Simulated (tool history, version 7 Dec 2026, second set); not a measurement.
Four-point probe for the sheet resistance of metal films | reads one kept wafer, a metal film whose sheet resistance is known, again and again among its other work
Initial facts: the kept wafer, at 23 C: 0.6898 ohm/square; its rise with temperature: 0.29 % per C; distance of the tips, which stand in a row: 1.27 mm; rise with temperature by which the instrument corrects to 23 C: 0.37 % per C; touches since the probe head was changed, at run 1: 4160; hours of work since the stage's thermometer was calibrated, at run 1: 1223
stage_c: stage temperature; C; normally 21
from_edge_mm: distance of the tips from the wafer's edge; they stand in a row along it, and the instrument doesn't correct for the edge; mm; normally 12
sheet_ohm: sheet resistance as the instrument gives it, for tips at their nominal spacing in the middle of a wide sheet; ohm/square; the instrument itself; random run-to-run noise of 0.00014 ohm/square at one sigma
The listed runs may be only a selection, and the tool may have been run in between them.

| run | hour | stage_c | from_edge_mm | touches since the probe head was changed | hours of work since the stage's thermometer was calibrated | sheet_ohm |
|---|---|---|---|---|---|---|
| 1 | 0 | 21 | 12 | 4160 | 1223 | 0.69644 |
| 2 | 50.6 | 21 | 12 | 6132 | 1250 | 0.696657 |
| 3 | 137.5 | 21 | 16 | 9520 | 1297 | 0.694463 |
| 4 | 235.1 | 21 | 16 | 13328 | 1350 | 0.69464 |
| 5 | 316.9 | 23 | 12 | 16518 | 1395 | 0.695244 |
| 6 | 372 | 23 | 12 | 18666 | 1425 | 0.695118 |
| 7 | 427.4 | 23 | 12 | 20823 | 1455 | 0.695131 |
| 8 | 499.9 | 21 | 12 | 23651 | 1494 | 0.696077 |
| 9 | 550.4 | 21 | 12 | 25622 | 1522 | 0.69611 |
| 10 | 609.8 | 21 | 12 | 27935 | 1554 | 0.696138 |
| 11 | 664.9 | 21 | 12 | 30085 | 1584 | 0.696176 |
| 12 | 759.4 | 21 | 12 | 33769 | 1635 | 0.695866 |
| 13 | 818.8 | 21 | 12 | 36088 | 1667 | 0.69583 |
| 14 | 873.3 | 21 | 12 | 38210 | 1697 | 0.695834 |
| 15 | 942.4 | 21 | 12 | 40907 | 1734 | 0.695806 |
| 16 | 1029.7 | 27 | 12 | 44308 | 1782 | 0.692299 |
| 17 | 1106 | 27 | 55 | 47286 | 1823 | 0.688662 |
| 18 | 1173.9 | 21 | 12 | 49933 | 1860 | 0.69582 |
| 19 | 1266.1 | 21 | 12 | 53529 | 1910 | 0.695628 |
| 20 | 1337.1 | 21 | 12 | 56298 | 1949 | 0.695306 |
| 21 | 1429.6 | 21 | 3 | 59902 | 1999 | 0.75163 |
| 22 | 1476.6 | 21 | 3 | 61735 | 2024 | 0.751601 |
| 23 | 1558 | 21 | 3 | 64912 | 2068 | 0.751687 |
| 24 | 1619.1 | 20 | 4 | 67293 | 2102 | 0.726827 |
| 25 | 1664.7 | 33 | 70 | 69069 | 2126 | 0.684642 |
| 26 | 1758.3 | 33 | 70 | 72721 | 2177 | 0.684754 |
| 27 | 1810.3 | 22 | 3 | 74748 | 2205 | 0.750561 |
| 28 | 1893.4 | 25 | 3 | 77988 | 2250 | 0.748393 |
| 29 | 1956.7 | 31 | 3 | 80458 | 2285 | 0.745264 |
| 30 | 2038.4 | 24 | 24 | 83641 | 2329 | 0.690395 |
| 31 | 2091.8 | 24 | 24 | 85723 | 2358 | 0.690089 |
| 32 | 2160.8 | 28 | 15 | 88415 | 2396 | 0.689501 |
| 33 | 2243.3 | 20 | 23 | 91630 | 2440 | 0.692259 |
|  | 2287.8 | stage's thermometer calibrated |
| 34 | 2320.4 | 19 | 12 | 94619 | 18 | 0.694449 |
| 35 | 2419.3 | 31 | 12 | 98476 | 71 | 0.68786 |
| 36 | 2503.3 | 31 | 12 | 101752 | 117 | 0.687606 |
| 37 | 2566.7 | 31 | 12 | 104222 | 151 | 0.688025 |
| 38 | 2656.1 | 28 | 12 | 107710 | 200 | 0.68925 |
| 39 | 2709 | 28 | 12 | 109771 | 229 | 0.689054 |
| 40 | 2758.3 | 20 | 7 | 111694 | 255 | 0.701453 |
| 41 | 2820.7 | 20 | 7 | 114125 | 289 | 0.701195 |
| 42 | 2911.8 | 30 | 42 | 117677 | 339 | 0.684187 |
| 43 | 3006.9 | 31 | 35 | 121388 | 390 | 0.68383 |
| 44 | 3070.4 | 31 | 35 | 123864 | 425 | 0.683647 |

Describe how what the log doesn't record of the tool's condition differs between the last listed run preceding each entry between runs and the first listed run following it.
Between runs 33 and 34: stage's thermometer calibrated (hour 2287.8)
  inner tips' distance over the nominal, %: -0.217 -> -0.228; tips' flats over new ones', %: 64 -> 66; wafer's true temperature over the reading, C: 0.64 -> 0
  what was measured, less what the result would be without the hidden state, sheet_ohm: -0.000362 -> -0.00172 ohm/square

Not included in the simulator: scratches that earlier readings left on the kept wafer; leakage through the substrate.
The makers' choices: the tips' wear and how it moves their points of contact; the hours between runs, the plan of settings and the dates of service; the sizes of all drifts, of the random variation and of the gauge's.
